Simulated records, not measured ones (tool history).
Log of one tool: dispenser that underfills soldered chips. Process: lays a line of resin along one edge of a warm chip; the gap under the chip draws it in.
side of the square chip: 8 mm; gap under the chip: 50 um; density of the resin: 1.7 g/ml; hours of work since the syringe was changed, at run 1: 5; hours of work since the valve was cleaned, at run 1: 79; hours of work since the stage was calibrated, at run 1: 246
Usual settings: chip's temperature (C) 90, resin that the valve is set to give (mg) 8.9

run	hour	chip's temperature (C)	resin that the valve is set to give (mg)	hours of work since the syringe was changed	hours of work since the valve was cleaned	hours of work since the stage was calibrated	time until the resin shows at the far edge (s)	resin that the valve gave (mg)
1	0	90	8.9	5	79	246	124.6	8.22
# hour 1: new syringe of resin
2	7.4	90	8.9	5	84	251	119.8	8.3
# hour 8.6: new syringe of resin
# hour 17: new syringe of resin
3	17.7	90	8.9	1	91	258	84.7	8.19
# hour 24.5: new syringe of resin
# hour 32.3: new syringe of resin
4	34.4	90	8.9	2	103	270	92	8.14
# hour 39.7: new syringe of resin
# hour 46.9: new syringe of resin
5	46.9	90	8.9	0	112	279	81.2	8.16
# hour 54.5: new syringe of resin
6	55	90	8.9	0	118	285	85.5	7.92
# hour 62.1: new syringe of resin
7	67.4	82	8.9	4	127	293	139.3	7.93
# hour 69.9: new syringe of resin
# hour 78: new syringe of resin
8	80.2	82	8.9	2	136	302	116.7	7.77
# hour 85.6: dispensing valve cleaned and set on the balance
# hour 87.4: new syringe of resin
# hour 95.5: new syringe of resin
9	98	90	10.17	2	9	314	94.4	10.04
# hour 103.4: new syringe of resin
10	108.8	90	9.28	4	17	322	107.8	9.14
# hour 111.7: new syringe of resin
# hour 119.4: new syringe of resin
11	124.2	83	8.9	4	27	333	132.1	8.79
# hour 127: new syringe of resin
12	132.5	83	8.9	4	33	339	136	8.68
# hour 134.4: new syringe of resin
# hour 142.1: new syringe of resin
13	143.1	96	8.9	1	41	346	74.4	8.59
# hour 149.5: new syringe of resin
# hour 157.3: new syringe of resin
14	160.5	96	8.9	2	53	359	82.9	8.49
# hour 164.7: new syringe of resin
15	171.2	96	8.9	5	61	367	103.8	8.52
# hour 172.9: new syringe of resin
# hour 180.9: new syringe of resin
16	183.4	96	8.9	2	69	375	79.4	8.36
# hour 188.8: new syringe of resin
# hour 196.8: new syringe of resin
17	196.8	96	8.9	0	79	385	68.4	8.27
# hour 204.7: new syringe of resin
18	204.7	85	9.14	0	85	390	92	8.45
# hour 212.5: new syringe of resin
# hour 220.4: new syringe of resin
19	222.2	92	8.1	1	97	403	87	7.43
# hour 229.1: new syringe of resin
20	230.1	82	8.03	1	103	408	112	7.34
# hour 237.4: new syringe of resin
21	239.1	82	8.03	1	109	415	114	7.14
# hour 244.9: new syringe of resin
# hour 253.3: new syringe of resin
22	253.3	103	10.55	0	119	425	58.3	9.45
# hour 261: new syringe of resin
23	262.7	90	8.27	1	126	432	91.8	7.29
# hour 269: new syringe of resin
24	271.1	87	10.99	2	132	438	95.9	9.56
# hour 276.6: new syringe of resin
# hour 281.8: dispensing valve cleaned and set on the balance
# hour 285.9: new syringe of resin
25	285.9	87	10.99	0	3	447	84	10.99
# hour 294.2: new syringe of resin
26	294.6	87	10.99	0	9	454	87.5	10.86
# hour 301.6: new syringe of resin
# hour 309.6: new syringe of resin
27	312	84	7.65	2	21	466	110.5	7.5
# hour 316.9: new syringe of resin
# hour 325.7: new syringe of resin
28	328.6	84	7.65	2	33	478	112.4	7.43
# hour 334.3: new syringe of resin
# hour 342.3: new syringe of resin
29	342.6	76	8.01	0	43	488	117.3	7.62
# hour 350.6: new syringe of resin
# hour 358.1: new syringe of resin
30	360.3	76	8.01	2	56	500	131.2	7.63
# hour 366: new syringe of resin
31	367.8	90	9.27	1	61	506	88.8	8.78
# hour 374.6: new syringe of resin
32	379.5	77	10.3	4	70	514	151	9.67
# hour 382: new syringe of resin
# hour 390.4: new syringe of resin
33	392.6	102	11.5	2	79	523	64.5	10.69

Forecast each of these 3 alternatives for the next run:
# hour 398.9: new syringe of resin
A	404.9	78	9.82	4	88	532	?	?
# hour 398.9: new syringe of resin
B	404.9	90	10.74	4	88	532	?	?
# hour 398.9: new syringe of resin
C	404.9	100	10.67	4	88	532	?	?

run	time until the resin shows at the far edge (s)	resin that the valve gave (mg)
A	156	8.95
B	113.8	9.95
C	85.3	9.86
Without the tool's hidden state the same runs would have given:
run	time until the resin shows at the far edge (s)	resin that the valve gave (mg)
A	115.5	9.72
B	84	10.79
C	62.5	10.7
